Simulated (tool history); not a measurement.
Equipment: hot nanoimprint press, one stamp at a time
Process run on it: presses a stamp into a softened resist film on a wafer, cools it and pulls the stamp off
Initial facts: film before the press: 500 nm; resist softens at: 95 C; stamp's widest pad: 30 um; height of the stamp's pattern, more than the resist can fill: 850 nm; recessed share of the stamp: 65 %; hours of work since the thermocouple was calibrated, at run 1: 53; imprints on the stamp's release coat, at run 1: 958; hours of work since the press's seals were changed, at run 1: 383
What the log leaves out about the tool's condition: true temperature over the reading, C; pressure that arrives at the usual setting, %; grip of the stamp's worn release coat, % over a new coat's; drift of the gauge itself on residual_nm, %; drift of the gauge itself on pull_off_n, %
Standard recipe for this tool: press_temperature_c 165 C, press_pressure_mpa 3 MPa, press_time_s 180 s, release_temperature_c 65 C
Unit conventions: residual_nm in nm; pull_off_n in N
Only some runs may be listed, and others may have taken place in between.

run     day  press_temperature_c  press_pressure_mpa  press_time_s  release_temperature_c  hours of work since the thermocouple was calibrated  imprints on the stamp's release coat  hours of work since the press's seals were changed  residual_nm  pull_off_n
  1       0                  165                   3           180                     65                                                   53                                   958                                                 383        248.2         242
      1.233  -- stamp cleaned and given a new release coat
  2   1.358                  165                   3           180                     62                                                   64                                     6                                                 394        248.5         236
  3   2.267                  165                   3           180                     62                                                   73                                    56                                                 404        247.5         238
  4   3.254                  165                   3           180                     65                                                   84                                   109                                                 414        248.7         222
  5     4.2                  165                   3           180                     65                                                   93                                   161                                                 424        247.1         222
  6   5.342                  165                   3           267                     65                                                  105                                   223                                                 435        212.9         224
  7   6.217                  165                   3           180                     65                                                  114                                   270                                                 444          247         228
  8   7.121                  165                   3           180                     65                                                  123                                   319                                                 453        247.4         226
  9     8.2                  165                   3           180                     65                                                  134                                   378                                                 464        247.7         230
 10   9.233                  165                   3           180                     65                                                  145                                   434                                                 475        247.1         230
 11  10.196                  165                   3           180                     65                                                  155                                   486                                                 485        246.5         228
 12  11.292                  169                3.59           349                     55                                                  166                                   546                                                 496        153.3         292
 13  12.033                  165                   3           191                     65                                                  173                                   586                                                 504        241.9         231
 14  12.625                  165                2.94           272                     70                                                  180                                   618                                                 510          212         198
 15  13.675                  165                2.94           272                     70                                                  190                                   675                                                 521        213.1         200
 16  14.575                  165                2.94           272                     70                                                  199                                   724                                                 530        210.9         204
 17  15.333                  177                4.47           115                     70                                                  207                                   765                                                 537        173.1         203
 18  16.079                  159                3.17           142                     73                                                  215                                   806                                                 545          309         184
 19  16.946                  169                2.68           142                     68                                                  224                                   853                                                 554        249.5         217

For run 20, what comes out?
 20  17.658                  169                2.68           142                     68                                                  231                                   891                                                 561            ?           ?

Run 20 came out at residual_nm 250 nm, pull_off_n 217 N.
With no hidden state in the tool, this same run would have given residual_nm 251.6 nm, pull_off_n 200 N.

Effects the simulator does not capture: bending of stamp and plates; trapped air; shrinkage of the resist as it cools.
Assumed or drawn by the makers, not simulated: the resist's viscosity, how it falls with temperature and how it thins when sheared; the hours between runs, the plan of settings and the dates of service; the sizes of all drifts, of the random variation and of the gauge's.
